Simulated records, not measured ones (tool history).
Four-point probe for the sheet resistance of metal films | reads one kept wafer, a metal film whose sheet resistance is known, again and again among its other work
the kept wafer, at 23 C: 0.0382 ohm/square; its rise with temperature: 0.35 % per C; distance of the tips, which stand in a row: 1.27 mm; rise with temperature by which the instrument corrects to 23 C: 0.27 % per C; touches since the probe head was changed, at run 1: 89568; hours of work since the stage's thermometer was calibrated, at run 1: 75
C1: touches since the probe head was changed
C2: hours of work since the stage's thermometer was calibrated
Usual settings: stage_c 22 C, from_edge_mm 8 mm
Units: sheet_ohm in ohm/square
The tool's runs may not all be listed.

run 1 hour=0.0 | stage_c=22 from_edge_mm=8 | C1=89568 C2=75 | sheet_ohm=0.038851
run 2 hour=65.4 | stage_c=22 from_edge_mm=8 | C1=91648 C2=110 | sheet_ohm=0.038841
run 3 hour=135.4 | stage_c=22 from_edge_mm=8 | C1=93878 C2=146 | sheet_ohm=0.038855
run 4 hour=212.6 | stage_c=22 from_edge_mm=51 | C1=96337 C2=187 | sheet_ohm=0.038352
run 5 hour=290.9 | stage_c=22 from_edge_mm=39 | C1=98829 C2=228 | sheet_ohm=0.038359
run 6 hour=349.3 | stage_c=23 from_edge_mm=39 | C1=100687 C2=259 | sheet_ohm=0.038382
run 7 hour=402.1 | stage_c=23 from_edge_mm=28 | C1=102367 C2=287 | sheet_ohm=0.038423
run 8 hour=452.5 | stage_c=23 from_edge_mm=28 | C1=103972 C2=314 | sheet_ohm=0.038431
-- hour=458.7 stage's thermometer calibrated
run 9 hour=528.0 | stage_c=23 from_edge_mm=28 | C1=106360 C2=37 | sheet_ohm=0.038426
run 10 hour=576.5 | stage_c=23 from_edge_mm=28 | C1=107901 C2=62 | sheet_ohm=0.038427
run 11 hour=646.6 | stage_c=25 from_edge_mm=33 | C1=110134 C2=99 | sheet_ohm=0.038488
run 12 hour=708.4 | stage_c=18 from_edge_mm=16 | C1=112101 C2=132 | sheet_ohm=0.038369
run 13 hour=750.9 | stage_c=21 from_edge_mm=8 | C1=113454 C2=154 | sheet_ohm=0.038863
-- hour=764.3 stage's thermometer calibrated, once more
run 14 hour=791.6 | stage_c=21 from_edge_mm=8 | C1=114732 C2=14 | sheet_ohm=0.038873
run 15 hour=865.4 | stage_c=21 from_edge_mm=8 | C1=117082 C2=53 | sheet_ohm=0.038861

Forecast run 16:
run 16 hour=957.4 | stage_c=21 from_edge_mm=8 | C1=120011 C2=102 | sheet_ohm=?

sheet_ohm: 0.038893 ohm/square
Without the tool's hidden state the same run would have given sheet_ohm 0.038656 ohm/square.
